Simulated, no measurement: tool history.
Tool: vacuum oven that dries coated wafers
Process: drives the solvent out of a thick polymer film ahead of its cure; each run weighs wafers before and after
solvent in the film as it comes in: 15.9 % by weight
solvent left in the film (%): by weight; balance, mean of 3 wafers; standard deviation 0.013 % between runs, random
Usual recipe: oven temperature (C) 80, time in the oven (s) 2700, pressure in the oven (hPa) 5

Run 1, hour 0: usual settings. Result: solvent left in the film (%) 1.81.
Run 2, hour 10.2: usual settings. Result: solvent left in the film (%) 1.82.
Run 3, hour 22.9: usual settings but pressure in the oven (hPa) 12.43. Result: solvent left in the film (%) 2.13.
Run 4, hour 39.7: usual settings but oven temperature (C) 95. Result: solvent left in the film (%) 0.31.
At hour 42.1: vacuum gauge cleaned of residue and calibrated.
Run 5, hour 58.7: usual settings but oven temperature (C) 95. Result: solvent left in the film (%) 0.32.
Run 6, hour 68.9: usual settings but time in the oven (s) 3480. Result: solvent left in the film (%) 1.1.
At hour 85.6: vacuum gauge cleaned of residue and calibrated, once more.
Run 7, hour 90.1: usual settings but oven temperature (C) 88, time in the oven (s) 3060, pressure in the oven (hPa) 2.93. Result: solvent left in the film (%) 0.49.
Run 8, hour 103.3: usual settings but oven temperature (C) 88, time in the oven (s) 3060, pressure in the oven (hPa) 2.93. Result: solvent left in the film (%) 0.49.
Run 9, hour 115.4: usual settings but time in the oven (s) 1680, pressure in the oven (hPa) 12.01. Result: solvent left in the film (%) 3.9.
Run 10, hour 136.9: usual settings but oven temperature (C) 72, pressure in the oven (hPa) 3.15. Result: solvent left in the film (%) 3.36.
Run 11, hour 152.9: usual settings but oven temperature (C) 71, time in the oven (s) 1440. Result: solvent left in the film (%) 6.55.

Each row is a separate what-if for the run after 11, all from the same tool condition, not one after another. Results?
Run A, hour 163.5: usual settings but oven temperature (C) 84, time in the oven (s) 4560, pressure in the oven (hPa) 12.47. Result: solvent left in the film (%) ?.
Run B, hour 163.5: usual settings but oven temperature (C) 67, time in the oven (s) 1500, pressure in the oven (hPa) 2.81. Result: solvent left in the film (%) ?.
Run C, hour 163.5: usual settings but oven temperature (C) 86, time in the oven (s) 4140, pressure in the oven (hPa) 4.62. Result: solvent left in the film (%) ?.
Run D, hour 163.5: usual settings but pressure in the oven (hPa) 4.86. Result: solvent left in the film (%) ?.
Run E, hour 163.5: usual settings but time in the oven (s) 2760. Result: solvent left in the film (%) ?.

run  solvent left in the film (%)
  A                          0.66
  B                          7.26
  C                          0.32
  D                          1.78
  E                          1.71
Stripped of hidden state, with their random variation kept, the same runs would have yielded:
run  solvent left in the film (%)
  A                          0.76
  B                          7.66
  C                          0.41
  D                           2.1
  E                          2.03
